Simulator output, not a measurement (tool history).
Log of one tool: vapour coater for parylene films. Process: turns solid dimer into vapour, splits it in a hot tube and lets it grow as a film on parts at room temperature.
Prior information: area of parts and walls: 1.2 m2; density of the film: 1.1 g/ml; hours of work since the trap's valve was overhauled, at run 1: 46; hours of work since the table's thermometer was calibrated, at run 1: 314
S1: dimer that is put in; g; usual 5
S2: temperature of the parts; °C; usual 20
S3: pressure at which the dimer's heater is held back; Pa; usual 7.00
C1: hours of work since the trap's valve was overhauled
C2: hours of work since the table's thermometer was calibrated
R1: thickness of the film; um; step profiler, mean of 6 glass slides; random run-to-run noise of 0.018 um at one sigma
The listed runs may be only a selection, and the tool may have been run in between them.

run 1 hour=0.0 | S1=5 S2=20 S3=7.00 | C1=46 C2=314 | R1=2.11
run 2 hour=13.3 | S1=5 S2=20 S3=7.00 | C1=55 C2=322 | R1=2.09
run 3 hour=34.2 | S1=5 S2=27 S3=7.00 | C1=68 C2=336 | R1=1.52
run 4 hour=45.7 | S1=5 S2=27 S3=7.00 | C1=76 C2=344 | R1=1.52
run 5 hour=59.1 | S1=5 S2=24 S3=7.00 | C1=85 C2=352 | R1=1.74
run 6 hour=70.6 | S1=5 S2=24 S3=7.00 | C1=92 C2=360 | R1=1.71
run 7 hour=82.1 | S1=5 S2=16 S3=7.00 | C1=100 C2=368 | R1=2.47
run 8 hour=94.1 | S1=5 S2=16 S3=7.00 | C1=108 C2=375 | R1=2.42
run 9 hour=108.6 | S1=5 S2=16 S3=7.00 | C1=117 C2=385 | R1=2.45
run 10 hour=122.2 | S1=5 S2=16 S3=7.00 | C1=126 C2=394 | R1=2.40
run 11 hour=136.9 | S1=5 S2=20 S3=2.50 | C1=136 C2=403 | R1=2.51
run 12 hour=145.5 | S1=5 S2=20 S3=2.50 | C1=141 C2=409 | R1=2.47
run 13 hour=166.3 | S1=6 S2=20 S3=7.00 | C1=155 C2=423 | R1=2.47
run 14 hour=179.0 | S1=5 S2=22 S3=7.00 | C1=163 C2=431 | R1=1.84
run 15 hour=197.5 | S1=3 S2=19 S3=4.89 | C1=176 C2=443 | R1=1.36
run 16 hour=218.7 | S1=8 S2=15 S3=11.69 | C1=189 C2=457 | R1=3.53
run 17 hour=229.5 | S1=3 S2=13 S3=11.69 | C1=197 C2=464 | R1=1.46
-- hour=234.4 trap's valve overhauled
run 18 hour=248.7 | S1=3 S2=13 S3=11.69 | C1=9 C2=474 | R1=1.39
run 19 hour=260.0 | S1=3 S2=13 S3=11.69 | C1=17 C2=482 | R1=1.32
run 20 hour=276.1 | S1=3 S2=13 S3=11.69 | C1=27 C2=492 | R1=1.35
run 21 hour=295.6 | S1=7 S2=18 S3=6.51 | C1=40 C2=505 | R1=2.82
run 22 hour=308.5 | S1=7 S2=18 S3=6.51 | C1=49 C2=513 | R1=2.82
run 23 hour=320.4 | S1=7 S2=18 S3=6.51 | C1=56 C2=521 | R1=2.81
run 24 hour=335.3 | S1=7 S2=18 S3=6.51 | C1=66 C2=531 | R1=2.78
-- hour=346.9 trap's valve overhauled, once more
run 25 hour=359.2 | S1=2 S2=23 S3=3.54 | C1=8 C2=544 | R1=0.86
run 26 hour=376.3 | S1=5 S2=13 S3=2.90 | C1=19 C2=555 | R1=3.51
run 27 hour=388.4 | S1=7 S2=17 S3=9.21 | C1=27 C2=563 | R1=3.21
run 28 hour=398.8 | S1=5 S2=19 S3=3.75 | C1=34 C2=570 | R1=2.51

Measured minus without-hidden-state, run by run (identical run-to-run variation in each term; gauge scatter may differ):
What the log doesn't record here: vapour lost through the trap's worn valve, %; true temperature of the parts over the reading, C; drift of the gauge itself on film_um, %.
run=1 R1=-0.05
run=2 R1=-0.06
run=3 R1=-0.05
run=4 R1=-0.05
run=5 R1=-0.07
run=6 R1=-0.07
run=7 R1=-0.12
run=8 R1=-0.12
run=9 R1=-0.13
run=10 R1=-0.14
run=11 R1=-0.16
run=12 R1=-0.17
run=13 R1=-0.17
run=14 R1=-0.14
run=15 R1=-0.11
run=16 R1=-0.30
run=17 R1=-0.13
run=18 R1=-0.22
run=19 R1=-0.22
run=20 R1=-0.23
run=21 R1=-0.51
run=22 R1=-0.52
run=23 R1=-0.53
run=24 R1=-0.54
run=25 R1=+0.00
run=26 R1=-0.01
run=27 R1=-0.02
run=28 R1=-0.02
